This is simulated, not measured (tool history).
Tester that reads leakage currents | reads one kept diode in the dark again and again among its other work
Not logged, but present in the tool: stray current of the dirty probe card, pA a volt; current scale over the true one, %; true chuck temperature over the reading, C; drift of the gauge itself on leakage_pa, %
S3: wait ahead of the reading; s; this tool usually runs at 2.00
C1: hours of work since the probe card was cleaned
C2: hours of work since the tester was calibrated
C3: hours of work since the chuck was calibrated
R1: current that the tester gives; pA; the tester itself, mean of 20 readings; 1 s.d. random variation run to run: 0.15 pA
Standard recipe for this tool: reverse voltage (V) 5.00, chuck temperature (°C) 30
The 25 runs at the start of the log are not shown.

Run 26, hour 616.1: usual settings but reverse voltage (V) 1.52, chuck temperature (°C) 24, S3 0.40 s; C1 826; C2 1378; C3 179. Result: R1 18.67 pA.
Run 27, hour 636.1: usual settings but reverse voltage (V) 11.69, chuck temperature (°C) 43; C1 840; C2 1392; C3 193. Result: R1 183.13 pA.
Run 28, hour 651.0: usual settings but reverse voltage (V) 1.03, chuck temperature (°C) 34, S3 0.53 s; C1 851; C2 1403; C3 204. Result: R1 30.71 pA.
Run 29, hour 682.3: usual settings but reverse voltage (V) 1.74, S3 0.53 s; C1 873; C2 1426; C3 226. Result: R1 30.15 pA.
Run 30, hour 697.0: usual settings but S3 1.73 s; C1 884; C2 1436; C3 237. Result: R1 50.14 pA.
Run 31, hour 731.0: usual settings but reverse voltage (V) 2.82, chuck temperature (°C) 43, S3 6.12 s; C1 908; C2 1460; C3 261. Result: R1 90.36 pA.
Run 32, hour 758.7: usual settings but reverse voltage (V) 14.42, chuck temperature (°C) 35, S3 0.50 s; C1 928; C2 1480; C3 281. Result: R1 127.59 pA.
Run 33, hour 776.9: usual settings but reverse voltage (V) 14.42, chuck temperature (°C) 35, S3 0.50 s; C1 941; C2 1493; C3 294. Result: R1 126.30 pA.
Run 34, hour 796.6: usual settings but reverse voltage (V) 13.17, chuck temperature (°C) 25, S3 0.83 s; C1 955; C2 1507; C3 308. Result: R1 62.56 pA.
Run 35, hour 832.0: usual settings but reverse voltage (V) 1.23, chuck temperature (°C) 25, S3 0.51 s; C1 981; C2 1533; C3 334. Result: R1 17.98 pA.
Run 36, hour 852.5: usual settings but reverse voltage (V) 4.20, chuck temperature (°C) 21; C1 995; C2 1548; C3 348. Result: R1 24.93 pA.
Run 37, hour 868.1: usual settings but reverse voltage (V) 1.01, chuck temperature (°C) 38, S3 7.93 s; C1 1007; C2 1559; C3 359. Result: R1 39.71 pA.

Predict each of these 3 candidate next runs independently; none follows another, all start after run 37:
Run A, hour 889.2: usual settings but reverse voltage (V) 4.53, chuck temperature (°C) 45, S3 0.45 s; C1 1022; C2 1574; C3 375. Result: R1 ?.
Run B, hour 889.2: usual settings but chuck temperature (°C) 55; C1 1022; C2 1574; C3 375. Result: R1 ?.
Run C, hour 889.2: usual settings but reverse voltage (V) 6.02, chuck temperature (°C) 26, S3 8.23 s; C1 1022; C2 1574; C3 375. Result: R1 ?.

run      R1
  A  133.45
  B  261.36
  C   42.09
Stripped of hidden state, with their random variation kept, the same runs would have yielded:
run      R1
  A  131.38
  B  259.27
  C   39.14

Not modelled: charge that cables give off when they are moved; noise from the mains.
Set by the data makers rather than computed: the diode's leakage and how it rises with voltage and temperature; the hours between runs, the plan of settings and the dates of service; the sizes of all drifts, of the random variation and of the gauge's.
